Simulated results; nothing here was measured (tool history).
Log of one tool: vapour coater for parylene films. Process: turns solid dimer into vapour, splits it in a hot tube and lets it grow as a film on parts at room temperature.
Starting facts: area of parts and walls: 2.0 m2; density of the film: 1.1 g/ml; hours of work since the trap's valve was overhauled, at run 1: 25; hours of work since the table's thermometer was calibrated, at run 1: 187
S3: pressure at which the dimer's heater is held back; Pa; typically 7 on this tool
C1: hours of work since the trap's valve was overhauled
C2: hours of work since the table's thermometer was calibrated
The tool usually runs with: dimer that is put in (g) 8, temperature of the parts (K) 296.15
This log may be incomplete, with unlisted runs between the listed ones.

run 1 hour=0 | dimer_that_is_put_in_(g)=8 temperature_of_the_parts_(K)=296.15 S3=7 | C1=25 C2=187 | thickness_of_the_film_(nm)=2479
run 2 hour=22.8 | dimer_that_is_put_in_(g)=8 temperature_of_the_parts_(K)=296.15 S3=7 | C1=37 C2=199 | thickness_of_the_film_(nm)=2465
run 3 hour=34.1 | dimer_that_is_put_in_(g)=8 temperature_of_the_parts_(K)=296.15 S3=7 | C1=43 C2=205 | thickness_of_the_film_(nm)=2466
run 4 hour=50.5 | dimer_that_is_put_in_(g)=8 temperature_of_the_parts_(K)=296.15 S3=7 | C1=52 C2=213 | thickness_of_the_film_(nm)=2466
run 5 hour=61.1 | dimer_that_is_put_in_(g)=8 temperature_of_the_parts_(K)=296.15 S3=7 | C1=58 C2=219 | thickness_of_the_film_(nm)=2466
run 6 hour=84.4 | dimer_that_is_put_in_(g)=8 temperature_of_the_parts_(K)=296.15 S3=3.28 | C1=70 C2=231 | thickness_of_the_film_(nm)=2907
run 7 hour=99.2 | dimer_that_is_put_in_(g)=8 temperature_of_the_parts_(K)=296.15 S3=4.69 | C1=78 C2=239 | thickness_of_the_film_(nm)=2699
run 8 hour=122.4 | dimer_that_is_put_in_(g)=9 temperature_of_the_parts_(K)=296.15 S3=7 | C1=90 C2=251 | thickness_of_the_film_(nm)=2775
run 9 hour=138.3 | dimer_that_is_put_in_(g)=8 temperature_of_the_parts_(K)=296.15 S3=7 | C1=98 C2=260 | thickness_of_the_film_(nm)=2459
run 10 hour=162 | dimer_that_is_put_in_(g)=8 temperature_of_the_parts_(K)=296.15 S3=7 | C1=111 C2=272 | thickness_of_the_film_(nm)=2442
run 11 hour=181.4 | dimer_that_is_put_in_(g)=8 temperature_of_the_parts_(K)=296.15 S3=7 | C1=121 C2=282 | thickness_of_the_film_(nm)=2466
run 12 hour=203 | dimer_that_is_put_in_(g)=4 temperature_of_the_parts_(K)=296.15 S3=7 | C1=132 C2=294 | thickness_of_the_film_(nm)=1219
run 13 hour=217.3 | dimer_that_is_put_in_(g)=4 temperature_of_the_parts_(K)=296.15 S3=7 | C1=140 C2=301 | thickness_of_the_film_(nm)=1232
run 14 hour=235.4 | dimer_that_is_put_in_(g)=4 temperature_of_the_parts_(K)=296.15 S3=7 | C1=149 C2=311 | thickness_of_the_film_(nm)=1221
run 15 hour=255 | dimer_that_is_put_in_(g)=4 temperature_of_the_parts_(K)=301.15 S3=7 | C1=160 C2=321 | thickness_of_the_film_(nm)=1004
run 16 hour=277.2 | dimer_that_is_put_in_(g)=4 temperature_of_the_parts_(K)=301.15 S3=7 | C1=171 C2=333 | thickness_of_the_film_(nm)=995
run 17 hour=296.4 | dimer_that_is_put_in_(g)=4 temperature_of_the_parts_(K)=301.15 S3=7 | C1=182 C2=343 | thickness_of_the_film_(nm)=1012
run 18 hour=318.3 | dimer_that_is_put_in_(g)=8 temperature_of_the_parts_(K)=289.15 S3=7 | C1=193 C2=354 | thickness_of_the_film_(nm)=3237
run 19 hour=332.5 | dimer_that_is_put_in_(g)=8 temperature_of_the_parts_(K)=289.15 S3=7 | C1=201 C2=362 | thickness_of_the_film_(nm)=3240
run 20 hour=348.8 | dimer_that_is_put_in_(g)=8 temperature_of_the_parts_(K)=289.15 S3=7 | C1=209 C2=370 | thickness_of_the_film_(nm)=3239
run 21 hour=372.3 | dimer_that_is_put_in_(g)=8 temperature_of_the_parts_(K)=296.15 S3=7 | C1=222 C2=383 | thickness_of_the_film_(nm)=2446
run 22 hour=390.8 | dimer_that_is_put_in_(g)=6 temperature_of_the_parts_(K)=292.15 S3=7 | C1=231 C2=393 | thickness_of_the_film_(nm)=2153
run 23 hour=412.3 | dimer_that_is_put_in_(g)=6 temperature_of_the_parts_(K)=292.15 S3=7 | C1=243 C2=404 | thickness_of_the_film_(nm)=2155
run 24 hour=428.9 | dimer_that_is_put_in_(g)=6 temperature_of_the_parts_(K)=290.15 S3=5.92 | C1=251 C2=413 | thickness_of_the_film_(nm)=2418
run 25 hour=439.7 | dimer_that_is_put_in_(g)=6 temperature_of_the_parts_(K)=296.15 S3=6.08 | C1=257 C2=418 | thickness_of_the_film_(nm)=1894
run 26 hour=456 | dimer_that_is_put_in_(g)=5 temperature_of_the_parts_(K)=291.15 S3=5.26 | C1=266 C2=427 | thickness_of_the_film_(nm)=1970
run 27 hour=467.9 | dimer_that_is_put_in_(g)=9 temperature_of_the_parts_(K)=293.15 S3=5.26 | C1=272 C2=433 | thickness_of_the_film_(nm)=3295
-- hour=473.1 gauge calibrated
run 28 hour=478.9 | dimer_that_is_put_in_(g)=9 temperature_of_the_parts_(K)=293.15 S3=5.26 | C1=278 C2=439 | thickness_of_the_film_(nm)=3333
run 29 hour=493.9 | dimer_that_is_put_in_(g)=8 temperature_of_the_parts_(K)=289.15 S3=5.18 | C1=286 C2=447 | thickness_of_the_film_(nm)=3520
run 30 hour=509.8 | dimer_that_is_put_in_(g)=6 temperature_of_the_parts_(K)=288.15 S3=4.32 | C1=294 C2=455 | thickness_of_the_film_(nm)=2656
run 31 hour=533.6 | dimer_that_is_put_in_(g)=6 temperature_of_the_parts_(K)=288.15 S3=4.32 | C1=307 C2=468 | thickness_of_the_film_(nm)=2656
run 32 hour=550.8 | dimer_that_is_put_in_(g)=6 temperature_of_the_parts_(K)=304.15 S3=2.07 | C1=316 C2=477 | thickness_of_the_film_(nm)=1761
run 33 hour=566.9 | dimer_that_is_put_in_(g)=7 temperature_of_the_parts_(K)=296.15 S3=9.75 | C1=324 C2=485 | thickness_of_the_film_(nm)=2002
run 34 hour=578.8 | dimer_that_is_put_in_(g)=7 temperature_of_the_parts_(K)=296.15 S3=9.75 | C1=330 C2=492 | thickness_of_the_film_(nm)=2006
run 35 hour=601 | dimer_that_is_put_in_(g)=7 temperature_of_the_parts_(K)=296.15 S3=9.75 | C1=342 C2=504 | thickness_of_the_film_(nm)=1991
run 36 hour=613.2 | dimer_that_is_put_in_(g)=6 temperature_of_the_parts_(K)=296.15 S3=4.23 | C1=349 C2=510 | thickness_of_the_film_(nm)=2061
run 37 hour=630.4 | dimer_that_is_put_in_(g)=6 temperature_of_the_parts_(K)=296.15 S3=4.23 | C1=358 C2=519 | thickness_of_the_film_(nm)=2056
run 38 hour=641.8 | dimer_that_is_put_in_(g)=11 temperature_of_the_parts_(K)=289.15 S3=4.23 | C1=364 C2=525 | thickness_of_the_film_(nm)=4868
run 39 hour=660.4 | dimer_that_is_put_in_(g)=7 temperature_of_the_parts_(K)=288.15 S3=8.09 | C1=373 C2=535 | thickness_of_the_film_(nm)=2863
run 40 hour=679 | dimer_that_is_put_in_(g)=3 temperature_of_the_parts_(K)=294.15 S3=7.24 | C1=383 C2=545 | thickness_of_the_film_(nm)=993
run 41 hour=701.8 | dimer_that_is_put_in_(g)=8 temperature_of_the_parts_(K)=296.15 S3=2.13 | C1=395 C2=557 | thickness_of_the_film_(nm)=3192
run 42 hour=725.6 | dimer_that_is_put_in_(g)=8 temperature_of_the_parts_(K)=296.15 S3=2.13 | C1=408 C2=569 | thickness_of_the_film_(nm)=3181

Alternative continuations, all from the tool just after run 42; predict every row:
run A hour=736.3 | dimer_that_is_put_in_(g)=8 temperature_of_the_parts_(K)=300.15 S3=2.13 | C1=414 C2=575 | thickness_of_the_film_(nm)=?
run B hour=736.3 | dimer_that_is_put_in_(g)=3 temperature_of_the_parts_(K)=301.15 S3=5.93 | C1=414 C2=575 | thickness_of_the_film_(nm)=?
run C hour=736.3 | dimer_that_is_put_in_(g)=12 temperature_of_the_parts_(K)=296.15 S3=7.56 | C1=414 C2=575 | thickness_of_the_film_(nm)=?

run=A thickness_of_the_film_(nm)=2707
run=B thickness_of_the_film_(nm)=774
run=C thickness_of_the_film_(nm)=3607
With no hidden state in the tool, these same runs would have given:
run=A thickness_of_the_film_(nm)=2734
run=B thickness_of_the_film_(nm)=782
run=C thickness_of_the_film_(nm)=3643
